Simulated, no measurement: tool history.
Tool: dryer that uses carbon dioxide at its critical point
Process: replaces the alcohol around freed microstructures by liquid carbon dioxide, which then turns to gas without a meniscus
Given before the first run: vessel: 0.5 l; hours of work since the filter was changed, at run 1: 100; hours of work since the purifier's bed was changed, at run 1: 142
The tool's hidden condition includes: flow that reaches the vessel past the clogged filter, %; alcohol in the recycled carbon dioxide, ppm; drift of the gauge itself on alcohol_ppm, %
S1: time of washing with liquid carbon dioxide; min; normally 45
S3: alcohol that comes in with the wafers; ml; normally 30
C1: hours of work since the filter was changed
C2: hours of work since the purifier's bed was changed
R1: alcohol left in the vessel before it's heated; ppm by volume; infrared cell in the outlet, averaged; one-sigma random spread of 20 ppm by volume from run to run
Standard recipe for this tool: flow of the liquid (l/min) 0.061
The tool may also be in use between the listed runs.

{"run": 1, "hour": 0.0, "S1": 45, "flow of the liquid (l/min)": 0.061, "S3": 30, "C1": 100, "C2": 142, "R1": 1458}
{"run": 2, "hour": 9.8, "S1": 45, "flow of the liquid (l/min)": 0.061, "S3": 30, "C1": 105, "C2": 148, "R1": 1476}
{"run": 3, "hour": 19.5, "S1": 45, "flow of the liquid (l/min)": 0.061, "S3": 30, "C1": 110, "C2": 153, "R1": 1459}
{"run": 4, "hour": 30.4, "S1": 45, "flow of the liquid (l/min)": 0.061, "S3": 30, "C1": 116, "C2": 159, "R1": 1477}
{"run": 5, "hour": 37.9, "S1": 45, "flow of the liquid (l/min)": 0.061, "S3": 30, "C1": 121, "C2": 163, "R1": 1529}
{"run": 6, "hour": 42.8, "S1": 45, "flow of the liquid (l/min)": 0.061, "S3": 30, "C1": 123, "C2": 166, "R1": 1501}
{"run": 7, "hour": 47.4, "S1": 45, "flow of the liquid (l/min)": 0.061, "S3": 30, "C1": 126, "C2": 169, "R1": 1499}
{"run": 8, "hour": 57.8, "S1": 45, "flow of the liquid (l/min)": 0.061, "S3": 30, "C1": 132, "C2": 174, "R1": 1548}
{"run": 9, "hour": 68.2, "S1": 45, "flow of the liquid (l/min)": 0.061, "S3": 30, "C1": 137, "C2": 180, "R1": 1551}
{"run": 10, "hour": 77.0, "S1": 45, "flow of the liquid (l/min)": 0.061, "S3": 43, "C1": 142, "C2": 185, "R1": 2173}
{"run": 11, "hour": 85.6, "S1": 45, "flow of the liquid (l/min)": 0.061, "S3": 43, "C1": 147, "C2": 190, "R1": 2172}
{"run": 12, "hour": 94.3, "S1": 45, "flow of the liquid (l/min)": 0.061, "S3": 30, "C1": 152, "C2": 195, "R1": 1555}
{"run": 13, "hour": 104.2, "S1": 45, "flow of the liquid (l/min)": 0.061, "S3": 30, "C1": 157, "C2": 200, "R1": 1541}
{"run": 14, "hour": 109.5, "S1": 45, "flow of the liquid (l/min)": 0.061, "S3": 30, "C1": 160, "C2": 203, "R1": 1627}
{"run": 15, "hour": 116.6, "S1": 45, "flow of the liquid (l/min)": 0.061, "S3": 30, "C1": 164, "C2": 207, "R1": 1570}
{"run": 16, "hour": 124.4, "S1": 45, "flow of the liquid (l/min)": 0.061, "S3": 30, "C1": 169, "C2": 211, "R1": 1568}
{"run": 17, "hour": 129.0, "S1": 45, "flow of the liquid (l/min)": 0.061, "S3": 30, "C1": 171, "C2": 214, "R1": 1626}
{"run": 18, "hour": 133.6, "S1": 45, "flow of the liquid (l/min)": 0.061, "S3": 30, "C1": 174, "C2": 216, "R1": 1625}

Run 19 is up next; what results do you expect?
{"run": 19, "hour": 139.9, "S1": 37, "flow of the liquid (l/min)": 0.061, "S3": 30, "C1": 177, "C2": 220, "R1": "?"}

{"run 19": {"R1": 3112}}
Minus the tool's unlogged condition, the same run would have read R1 2568 ppm by volume.

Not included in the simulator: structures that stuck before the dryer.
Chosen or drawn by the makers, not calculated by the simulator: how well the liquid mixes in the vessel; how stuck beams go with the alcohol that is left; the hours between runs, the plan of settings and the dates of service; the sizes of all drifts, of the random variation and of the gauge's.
